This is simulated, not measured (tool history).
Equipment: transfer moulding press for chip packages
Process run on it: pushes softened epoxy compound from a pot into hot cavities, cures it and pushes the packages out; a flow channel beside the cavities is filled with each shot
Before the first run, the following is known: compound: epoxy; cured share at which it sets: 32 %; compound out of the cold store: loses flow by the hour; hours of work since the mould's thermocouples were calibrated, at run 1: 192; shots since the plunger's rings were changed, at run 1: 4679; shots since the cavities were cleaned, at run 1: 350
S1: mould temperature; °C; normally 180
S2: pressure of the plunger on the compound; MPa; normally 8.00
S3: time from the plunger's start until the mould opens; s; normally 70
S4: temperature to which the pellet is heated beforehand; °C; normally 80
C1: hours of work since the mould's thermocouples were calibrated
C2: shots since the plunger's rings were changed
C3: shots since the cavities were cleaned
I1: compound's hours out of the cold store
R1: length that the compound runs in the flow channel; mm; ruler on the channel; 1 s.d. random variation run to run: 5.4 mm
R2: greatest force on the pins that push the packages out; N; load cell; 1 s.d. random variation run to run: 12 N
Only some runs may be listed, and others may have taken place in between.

run	hour	S1	S2	S3	S4	C1	C2	C3	I1	R1	R2
1	0.0	180	8.00	70	80	192	4679	350	13.5	524	790
# hour 10.7: cavities cleaned with cleaning compound and waxed
2	12.3	180	8.00	70	80	201	4895	33	38.1	475	832
3	23.1	180	8.00	70	80	209	5109	247	10.1	541	943
4	27.6	180	8.00	70	80	213	5198	336	45.5	458	878
5	35.0	180	8.00	70	80	219	5347	485	45.7	457	889
# hour 38.8: cavities cleaned with cleaning compound and waxed
6	45.1	180	8.00	70	80	225	5518	125	25.3	499	625
7	53.5	180	8.00	71	80	232	5686	293	18.3	510	733
8	59.7	180	8.00	77	80	237	5810	417	17.9	503	711
# hour 66.9: cavities cleaned with cleaning compound and waxed
# hour 69.0: cavities cleaned with cleaning compound and waxed, once more
9	72.7	180	8.00	77	80	245	6008	72	18.7	509	531
10	77.9	180	8.00	77	80	249	6112	176	31.3	475	571
11	83.8	180	8.00	77	80	254	6230	294	45.2	446	645
12	92.4	180	8.00	77	80	261	6402	466	42.0	452	705
# hour 97.3: plunger's sealing rings changed
# hour 99.4: cavities cleaned with cleaning compound and waxed
13	105.5	180	8.00	77	80	268	133	122	13.2	558	553
14	110.6	180	8.00	77	80	272	235	224	36.1	501	589
15	115.4	177	8.00	70	73	276	331	320	15.5	557	897
# hour 127.3: cavities cleaned with cleaning compound and waxed
16	127.3	178	8.00	70	72	284	537	0	34.8	506	611
17	133.0	178	7.27	70	72	288	652	115	17.8	526	706
18	139.6	173	7.27	58	72	294	783	246	21.8	508	1702
19	150.4	173	7.27	58	72	302	999	462	37.3	477	1931
# hour 155.3: cavities cleaned with cleaning compound and waxed
20	161.7	180	8.40	58	80	310	1193	127	25.0	537	959
21	167.4	180	9.02	70	80	314	1308	242	33.1	533	697
22	174.3	180	9.02	70	80	320	1445	379	43.4	501	745
# hour 183.2: cavities cleaned with cleaning compound and waxed
23	186.1	180	9.02	50	86	328	1650	57	8.4	594	1438

Forecast each of these 4 alternatives for the next run:
A	193.0	182	8.00	70	75	334	1787	194	15.4	?	?
B	193.0	180	9.02	97	73	334	1787	194	17.7	?	?
C	193.0	180	6.31	56	90	334	1787	194	12.2	?	?
D	193.0	180	7.04	75	86	334	1787	194	9.3	?	?

run	R1	R2
A	545	642
B	573	510
C	488	1190
D	518	604
The same runs, with their run-to-run variation unchanged, on a tool lacking any hidden condition would have given:
run	R1	R2
A	556	505
B	585	397
C	498	945
D	529	475

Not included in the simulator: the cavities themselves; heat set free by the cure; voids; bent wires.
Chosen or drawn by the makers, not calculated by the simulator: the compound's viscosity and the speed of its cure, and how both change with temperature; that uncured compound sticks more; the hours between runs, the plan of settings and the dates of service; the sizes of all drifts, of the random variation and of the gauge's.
